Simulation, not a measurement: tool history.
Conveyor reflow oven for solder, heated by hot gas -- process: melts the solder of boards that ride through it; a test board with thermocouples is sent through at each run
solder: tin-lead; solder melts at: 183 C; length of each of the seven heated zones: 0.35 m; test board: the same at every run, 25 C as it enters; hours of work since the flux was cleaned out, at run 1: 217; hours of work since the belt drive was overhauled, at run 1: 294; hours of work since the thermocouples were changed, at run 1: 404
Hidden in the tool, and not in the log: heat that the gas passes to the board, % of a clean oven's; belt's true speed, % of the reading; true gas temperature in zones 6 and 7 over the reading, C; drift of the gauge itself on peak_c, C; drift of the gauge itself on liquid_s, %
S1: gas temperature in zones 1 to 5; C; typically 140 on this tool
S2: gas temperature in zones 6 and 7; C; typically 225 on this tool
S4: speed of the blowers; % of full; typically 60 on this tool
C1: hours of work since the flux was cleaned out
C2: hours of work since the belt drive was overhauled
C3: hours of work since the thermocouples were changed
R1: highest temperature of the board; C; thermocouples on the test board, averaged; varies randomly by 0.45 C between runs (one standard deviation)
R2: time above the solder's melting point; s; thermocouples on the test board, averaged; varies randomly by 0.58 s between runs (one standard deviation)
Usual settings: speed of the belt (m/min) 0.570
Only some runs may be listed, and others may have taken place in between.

Run 1, hour 0.0: usual settings; C1 217; C2 294; C3 404. Result: R1 208.9 C, R2 48.6 s.
Run 2, hour 16.5: usual settings but S1 129 C; C1 229; C2 306; C3 416. Result: R1 206.1 C, R2 41.6 s.
Run 3, hour 35.6: usual settings but S1 129 C; C1 243; C2 320; C3 430. Result: R1 206.7 C, R2 41.8 s.
Run 4, hour 54.7: usual settings but S1 151 C; C1 257; C2 334; C3 444. Result: R1 210.6 C, R2 55.7 s.
Run 5, hour 76.1: usual settings but S1 151 C; C1 272; C2 350; C3 459. Result: R1 210.7 C, R2 55.1 s.
Run 6, hour 90.9: usual settings but S4 71 % of full; C1 283; C2 360; C3 470. Result: R1 211.1 C, R2 51.9 s.
Run 7, hour 110.9: usual settings but S4 71 % of full; C1 298; C2 375; C3 485. Result: R1 210.5 C, R2 50.8 s.
Run 8, hour 127.0: usual settings but speed of the belt (m/min) 0.620, S4 71 % of full; C1 309; C2 387; C3 496. Result: R1 208.4 C, R2 44.7 s.
Run 9, hour 137.6: usual settings but speed of the belt (m/min) 0.620, S4 71 % of full; C1 317; C2 394; C3 504. Result: R1 208.0 C, R2 43.7 s.
Run 10, hour 159.5: usual settings but speed of the belt (m/min) 0.620, S4 71 % of full; C1 333; C2 410; C3 520. Result: R1 208.3 C, R2 43.8 s.
Run 11, hour 181.7: usual settings but S2 221 C; C1 349; C2 426; C3 536. Result: R1 204.5 C, R2 44.1 s.
Run 12, hour 198.1: usual settings but S2 221 C; C1 361; C2 438; C3 548. Result: R1 204.4 C, R2 45.0 s.
Run 13, hour 219.1: usual settings but S2 221 C; C1 376; C2 454; C3 563. Result: R1 205.1 C, R2 45.1 s.
At hour 228.7: flux residue cleaned out of gas plates and filters.
Run 14, hour 238.6: usual settings but S2 221 C; C1 7; C2 464; C3 574. Result: R1 204.6 C, R2 44.2 s.
Run 15, hour 258.0: usual settings but speed of the belt (m/min) 0.572, S4 85 % of full; C1 21; C2 478; C3 588. Result: R1 212.8 C, R2 52.9 s.
Run 16, hour 275.7: usual settings but S2 233 C, speed of the belt (m/min) 0.572, S4 85 % of full; C1 34; C2 491; C3 601. Result: R1 220.2 C, R2 59.0 s.
Run 17, hour 293.3: usual settings but S1 155 C, speed of the belt (m/min) 0.510; C1 47; C2 504; C3 614. Result: R1 214.3 C, R2 67.5 s.
Run 18, hour 316.2: usual settings but S1 155 C, speed of the belt (m/min) 0.510; C1 64; C2 521; C3 630. Result: R1 214.3 C, R2 67.4 s.
Run 19, hour 338.7: usual settings but S1 155 C, speed of the belt (m/min) 0.510; C1 80; C2 537; C3 647. Result: R1 214.6 C, R2 67.5 s.
Run 20, hour 353.1: usual settings but S1 155 C, speed of the belt (m/min) 0.510; C1 90; C2 547; C3 657. Result: R1 214.5 C, R2 68.0 s.
Run 21, hour 378.1: usual settings but S1 155 C, speed of the belt (m/min) 0.510; C1 109; C2 565; C3 675. Result: R1 213.5 C, R2 67.2 s.
Run 22, hour 396.9: usual settings but S2 236 C, speed of the belt (m/min) 0.576, S4 85 % of full; C1 122; C2 579; C3 689. Result: R1 222.4 C, R2 58.7 s.
Run 23, hour 410.9: usual settings but S2 239 C, speed of the belt (m/min) 0.576, S4 87 % of full; C1 132; C2 589; C3 699. Result: R1 225.3 C, R2 60.2 s.
Run 24, hour 428.8: usual settings but S1 134 C; C1 145; C2 602; C3 712. Result: R1 206.4 C, R2 45.4 s.
Run 25, hour 442.7: usual settings but speed of the belt (m/min) 0.673, S4 86 % of full; C1 155; C2 612; C3 722. Result: R1 208.0 C, R2 39.4 s.
Run 26, hour 456.6: usual settings but speed of the belt (m/min) 0.595, S4 82 % of full; C1 166; C2 623; C3 732. Result: R1 211.1 C, R2 50.2 s.
Run 27, hour 473.6: usual settings but S1 125 C, speed of the belt (m/min) 0.485; C1 178; C2 635; C3 745. Result: R1 211.2 C, R2 55.1 s.

Consider 3 possible next runs. They are alternatives, not a sequence: every one starts from the tool as it was left by run 27. What does each give?
Run A, hour 488.0: usual settings but S1 149 C; C1 188; C2 645; C3 755. Result: R1 ?, R2 ?.
Run B, hour 488.0: usual settings but S1 148 C, S4 77 % of full; C1 188; C2 645; C3 755. Result: R1 ?, R2 ?.
Run C, hour 488.0: usual settings but S2 220 C; C1 188; C2 645; C3 755. Result: R1 ?, R2 ?.

run     R1    R2
  A  210.2  53.0
  B  213.2  57.3
  C  205.0  43.7
With the hidden condition removed and each run's random variation left untouched, the same runs would have given:
run     R1    R2
  A  210.3  53.1
  B  213.4  57.4
  C  205.2  43.9

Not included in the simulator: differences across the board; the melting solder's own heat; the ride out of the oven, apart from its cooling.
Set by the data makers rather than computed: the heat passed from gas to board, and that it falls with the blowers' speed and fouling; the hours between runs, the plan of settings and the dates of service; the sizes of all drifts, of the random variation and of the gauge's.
